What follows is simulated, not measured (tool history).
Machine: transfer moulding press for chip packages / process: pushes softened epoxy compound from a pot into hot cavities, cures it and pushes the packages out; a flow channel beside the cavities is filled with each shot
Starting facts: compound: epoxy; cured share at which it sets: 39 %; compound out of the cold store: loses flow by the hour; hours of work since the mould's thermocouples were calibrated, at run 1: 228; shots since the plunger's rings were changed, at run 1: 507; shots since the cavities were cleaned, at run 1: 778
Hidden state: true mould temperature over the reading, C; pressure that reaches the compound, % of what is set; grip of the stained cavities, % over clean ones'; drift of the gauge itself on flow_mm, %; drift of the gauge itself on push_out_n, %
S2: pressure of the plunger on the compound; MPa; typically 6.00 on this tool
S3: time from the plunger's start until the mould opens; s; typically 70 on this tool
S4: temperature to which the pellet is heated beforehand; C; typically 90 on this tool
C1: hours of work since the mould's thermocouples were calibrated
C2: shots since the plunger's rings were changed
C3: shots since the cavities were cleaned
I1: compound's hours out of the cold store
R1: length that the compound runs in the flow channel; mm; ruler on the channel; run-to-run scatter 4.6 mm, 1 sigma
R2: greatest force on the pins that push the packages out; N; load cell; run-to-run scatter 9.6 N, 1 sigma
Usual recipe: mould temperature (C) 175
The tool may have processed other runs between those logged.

{"run": 1, "hour": 0.0, "mould temperature (C)": 175, "S2": 6.0, "S3": 70, "S4": 90, "C1": 228, "C2": 507, "C3": 778, "I1": 9.6, "R1": 672, "R2": 782}
{"run": 2, "hour": 15.6, "mould temperature (C)": 175, "S2": 6.0, "S3": 70, "S4": 90, "C1": 238, "C2": 759, "C3": 1030, "I1": 42.1, "R1": 582, "R2": 753}
{"hour": 21.1, "done": "cavities cleaned with cleaning compound and waxed"}
{"run": 3, "hour": 31.1, "mould temperature (C)": 175, "S2": 6.0, "S3": 70, "S4": 90, "C1": 247, "C2": 987, "C3": 162, "I1": 22.4, "R1": 631, "R2": 596}
{"run": 4, "hour": 50.6, "mould temperature (C)": 175, "S2": 6.0, "S3": 57, "S4": 90, "C1": 259, "C2": 1303, "C3": 478, "I1": 46.0, "R1": 572, "R2": 1137}
{"run": 5, "hour": 72.7, "mould temperature (C)": 175, "S2": 7.2, "S3": 57, "S4": 90, "C1": 273, "C2": 1661, "C3": 836, "I1": 17.6, "R1": 698, "R2": 1346}
{"run": 6, "hour": 84.0, "mould temperature (C)": 175, "S2": 7.2, "S3": 106, "S4": 90, "C1": 280, "C2": 1843, "C3": 1018, "I1": 15.1, "R1": 715, "R2": 523}
{"hour": 90.9, "done": "cavities cleaned with cleaning compound and waxed"}
{"run": 7, "hour": 108.1, "mould temperature (C)": 175, "S2": 6.0, "S3": 84, "S4": 90, "C1": 294, "C2": 2211, "C3": 280, "I1": 47.9, "R1": 553, "R2": 444}
{"run": 8, "hour": 124.6, "mould temperature (C)": 175, "S2": 6.0, "S3": 70, "S4": 90, "C1": 304, "C2": 2478, "C3": 547, "I1": 26.4, "R1": 602, "R2": 712}
{"run": 9, "hour": 137.2, "mould temperature (C)": 175, "S2": 6.0, "S3": 70, "S4": 90, "C1": 312, "C2": 2681, "C3": 750, "I1": 27.3, "R1": 602, "R2": 707}
{"hour": 160.4, "done": "cavities cleaned with cleaning compound and waxed"}
{"run": 10, "hour": 163.9, "mould temperature (C)": 175, "S2": 6.0, "S3": 70, "S4": 90, "C1": 328, "C2": 3090, "C3": 57, "I1": 19.2, "R1": 615, "R2": 515}
{"hour": 170.4, "done": "mould's thermocouples calibrated"}
{"hour": 184.1, "done": "plunger's sealing rings changed"}
{"run": 11, "hour": 193.6, "mould temperature (C)": 182, "S2": 6.0, "S3": 70, "S4": 90, "C1": 13, "C2": 154, "C3": 466, "I1": 42.5, "R1": 581, "R2": 495}
{"run": 12, "hour": 205.8, "mould temperature (C)": 182, "S2": 6.0, "S3": 70, "S4": 90, "C1": 21, "C2": 351, "C3": 663, "I1": 15.4, "R1": 638, "R2": 528}
{"run": 13, "hour": 218.2, "mould temperature (C)": 175, "S2": 6.0, "S3": 95, "S4": 90, "C1": 28, "C2": 553, "C3": 865, "I1": 19.4, "R1": 657, "R2": 556}
{"hour": 233.9, "done": "cavities cleaned with cleaning compound and waxed"}
{"run": 14, "hour": 238.3, "mould temperature (C)": 175, "S2": 6.0, "S3": 79, "S4": 90, "C1": 40, "C2": 853, "C3": 70, "I1": 41.1, "R1": 598, "R2": 392}
{"run": 15, "hour": 254.3, "mould temperature (C)": 180, "S2": 4.93, "S3": 79, "S4": 85, "C1": 50, "C2": 1113, "C3": 330, "I1": 21.6, "R1": 569, "R2": 472}
{"run": 16, "hour": 276.5, "mould temperature (C)": 180, "S2": 4.93, "S3": 79, "S4": 85, "C1": 64, "C2": 1474, "C3": 691, "I1": 48.0, "R1": 504, "R2": 523}
{"run": 17, "hour": 295.8, "mould temperature (C)": 168, "S2": 6.48, "S3": 67, "S4": 84, "C1": 76, "C2": 1785, "C3": 1002, "I1": 35.2, "R1": 639, "R2": 1429}
{"hour": 302.3, "done": "cavities cleaned with cleaning compound and waxed"}
{"run": 18, "hour": 320.9, "mould temperature (C)": 171, "S2": 6.78, "S3": 50, "S4": 81, "C1": 90, "C2": 2168, "C3": 301, "I1": 16.0, "R1": 706, "R2": 2060}
{"run": 19, "hour": 335.9, "mould temperature (C)": 174, "S2": 5.71, "S3": 70, "S4": 95, "C1": 100, "C2": 2412, "C3": 545, "I1": 21.7, "R1": 616, "R2": 767}
{"run": 20, "hour": 348.2, "mould temperature (C)": 174, "S2": 5.13, "S3": 82, "S4": 95, "C1": 107, "C2": 2611, "C3": 744, "I1": 45.7, "R1": 518, "R2": 576}
{"hour": 371.8, "done": "cavities cleaned with cleaning compound and waxed"}
{"run": 21, "hour": 375.0, "mould temperature (C)": 174, "S2": 5.13, "S3": 82, "S4": 95, "C1": 123, "C2": 3020, "C3": 51, "I1": 9.3, "R1": 614, "R2": 386}

What will run 22 give?
{"run": 22, "hour": 390.6, "mould temperature (C)": 175, "S2": 6.0, "S3": 91, "S4": 81, "C1": 133, "C2": 3274, "C3": 305, "I1": 9.3, "R1": "?", "R2": "?"}

Run 22 yielded R1 654 mm, R2 451 N.
Had the tool carried no hidden state, the very same run would have given R1 690 mm, R2 306 N.
